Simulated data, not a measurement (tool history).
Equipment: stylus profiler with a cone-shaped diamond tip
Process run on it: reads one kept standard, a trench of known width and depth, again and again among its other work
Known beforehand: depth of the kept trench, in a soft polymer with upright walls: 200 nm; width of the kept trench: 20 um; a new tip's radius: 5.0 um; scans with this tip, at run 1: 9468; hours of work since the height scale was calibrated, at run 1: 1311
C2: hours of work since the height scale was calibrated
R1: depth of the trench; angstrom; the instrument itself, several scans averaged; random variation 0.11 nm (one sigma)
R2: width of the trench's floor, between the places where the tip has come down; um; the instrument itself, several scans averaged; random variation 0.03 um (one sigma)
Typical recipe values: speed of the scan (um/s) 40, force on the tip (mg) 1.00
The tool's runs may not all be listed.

{"run": 1, "day": 0.0, "speed of the scan (um/s)": 40, "force on the tip (mg)": 1.0, "scans with this tip": 9468, "C2": 1311, "R1": 2027.0, "R2": 16.52}
{"run": 2, "day": 2.696, "speed of the scan (um/s)": 40, "force on the tip (mg)": 1.0, "scans with this tip": 9673, "C2": 1339, "R1": 2027.0, "R2": 16.52}
{"run": 3, "day": 4.462, "speed of the scan (um/s)": 77, "force on the tip (mg)": 1.0, "scans with this tip": 9807, "C2": 1358, "R1": 2026.3, "R2": 16.19}
{"run": 4, "day": 8.138, "speed of the scan (um/s)": 40, "force on the tip (mg)": 1.91, "scans with this tip": 10086, "C2": 1396, "R1": 2035.2, "R2": 16.52}
{"run": 5, "day": 9.971, "speed of the scan (um/s)": 40, "force on the tip (mg)": 1.0, "scans with this tip": 10225, "C2": 1416, "R1": 2024.8, "R2": 16.47}
{"run": 6, "day": 13.712, "speed of the scan (um/s)": 40, "force on the tip (mg)": 1.0, "scans with this tip": 10510, "C2": 1455, "R1": 2027.8, "R2": 16.49}
{"run": 7, "day": 15.621, "speed of the scan (um/s)": 40, "force on the tip (mg)": 1.0, "scans with this tip": 10654, "C2": 1475, "R1": 2027.2, "R2": 16.5}
{"run": 8, "day": 19.533, "speed of the scan (um/s)": 40, "force on the tip (mg)": 1.0, "scans with this tip": 10952, "C2": 1516, "R1": 2027.3, "R2": 16.45}
{"run": 9, "day": 23.542, "speed of the scan (um/s)": 40, "force on the tip (mg)": 0.95, "scans with this tip": 11256, "C2": 1558, "R1": 2028.5, "R2": 16.5}
{"run": 10, "day": 25.621, "speed of the scan (um/s)": 40, "force on the tip (mg)": 0.94, "scans with this tip": 11414, "C2": 1580, "R1": 2029.7, "R2": 16.4}
{"run": 11, "day": 29.183, "speed of the scan (um/s)": 40, "force on the tip (mg)": 2.68, "scans with this tip": 11684, "C2": 1618, "R1": 2040.6, "R2": 16.51}
{"run": 12, "day": 31.567, "speed of the scan (um/s)": 52, "force on the tip (mg)": 1.29, "scans with this tip": 11865, "C2": 1643, "R1": 2030.7, "R2": 16.35}
{"run": 13, "day": 35.538, "speed of the scan (um/s)": 52, "force on the tip (mg)": 1.29, "scans with this tip": 12167, "C2": 1685, "R1": 2032.6, "R2": 16.31}
{"run": 14, "day": 39.288, "speed of the scan (um/s)": 53, "force on the tip (mg)": 1.0, "scans with this tip": 12452, "C2": 1724, "R1": 2029.8, "R2": 16.29}
{"run": 15, "day": 42.804, "speed of the scan (um/s)": 34, "force on the tip (mg)": 0.59, "scans with this tip": 12719, "C2": 1761, "R1": 2027.0, "R2": 16.3}
{"run": 16, "day": 45.038, "speed of the scan (um/s)": 34, "force on the tip (mg)": 0.59, "scans with this tip": 12888, "C2": 1784, "R1": 2025.3, "R2": 16.33}
{"run": 17, "day": 47.412, "speed of the scan (um/s)": 28, "force on the tip (mg)": 2.97, "scans with this tip": 13069, "C2": 1809, "R1": 2044.0, "R2": 16.51}
{"run": 18, "day": 49.942, "speed of the scan (um/s)": 11, "force on the tip (mg)": 1.0, "scans with this tip": 13261, "C2": 1836, "R1": 2029.6, "R2": 16.51}

The logged runs with the hidden state left out (each run's random variation unchanged):
What the log doesn't record here: radius of the tip, um; height scale over the true one, %; drift of the gauge itself on depth_nm, %; drift of the gauge itself on floor_um, %.
run=1 R1=2014.2 R2=16.95
run=2 R1=2014.0 R2=16.95
run=3 R1=2013.1 R2=16.63
run=4 R1=2021.6 R2=16.97
run=5 R1=2011.1 R2=16.92
run=6 R1=2013.7 R2=16.96
run=7 R1=2012.9 R2=16.97
run=8 R1=2012.6 R2=16.94
run=9 R1=2013.3 R2=17.00
run=10 R1=2014.3 R2=16.91
run=11 R1=2024.8 R2=17.03
run=12 R1=2014.7 R2=16.88
run=13 R1=2016.2 R2=16.85
run=14 R1=2013.1 R2=16.84
run=15 R1=2009.9 R2=16.87
run=16 R1=2008.0 R2=16.90
run=17 R1=2026.3 R2=17.09
run=18 R1=2011.8 R2=17.10
